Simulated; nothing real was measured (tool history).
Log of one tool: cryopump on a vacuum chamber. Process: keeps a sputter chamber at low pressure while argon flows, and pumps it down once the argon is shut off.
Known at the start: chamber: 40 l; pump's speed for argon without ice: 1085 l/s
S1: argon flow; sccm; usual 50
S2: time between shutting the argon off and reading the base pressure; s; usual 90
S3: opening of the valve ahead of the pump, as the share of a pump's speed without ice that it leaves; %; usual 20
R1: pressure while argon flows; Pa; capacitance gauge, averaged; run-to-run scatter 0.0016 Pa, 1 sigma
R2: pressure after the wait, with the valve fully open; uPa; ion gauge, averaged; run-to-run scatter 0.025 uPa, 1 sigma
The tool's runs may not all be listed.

| run | hour | S1 | S2 | S3 | R1 | R2 |
|---|---|---|---|---|---|---|
| 1 | 0 | 50 | 90 | 20 | 0.3976 | 1.79 |
| 2 | 62 | 50 | 90 | 20 | 0.4015 | 1.91 |
| 3 | 115.3 | 50 | 90 | 20 | 0.3965 | 1.88 |
| 4 | 226.4 | 50 | 90 | 20 | 0.4046 | 1.98 |
| 5 | 340.1 | 50 | 90 | 20 | 0.409 | 2.09 |
| 6 | 430.5 | 50 | 90 | 20 | 0.4148 | 2.15 |
| 7 | 506.2 | 50 | 90 | 20 | 0.416 | 2.21 |
|  | 567.1 | pump warmed up, emptied and cooled again |
| 8 | 611.9 | 50 | 90 | 20 | 0.3906 | 1.85 |
| 9 | 702.2 | 50 | 90 | 22 | 0.3564 | 1.99 |
| 10 | 758.9 | 50 | 90 | 22 | 0.359 | 2 |
| 11 | 858.8 | 50 | 90 | 22 | 0.365 | 2.07 |
| 12 | 926.7 | 26 | 90 | 17 | 0.245 | 2.04 |
| 13 | 1016.8 | 45 | 26 | 19 | 0.3829 | 3.87 |
| 14 | 1099.6 | 63 | 90 | 46 | 0.2342 | 2.26 |
| 15 | 1166.3 | 27 | 90 | 47 | 0.1006 | 2.35 |
| 16 | 1235.9 | 50 | 187 | 54 | 0.1675 | 1.93 |
| 17 | 1312.9 | 50 | 187 | 54 | 0.172 | 2.12 |
|  | 1343.5 | pump warmed up, emptied and cooled again |
| 18 | 1407.1 | 23 | 129 | 46 | 0.0796 | 1.81 |

Run 19 is up next; what results do you expect?
| 19 | 1465.7 | 23 | 129 | 57 | ? | ? |

R1: 0.0655 Pa
R2: 1.9 uPa
With the hidden condition absent and the run-to-run variation left alone, this run would have shown R1 0.0632 Pa, R2 0.82 uPa.
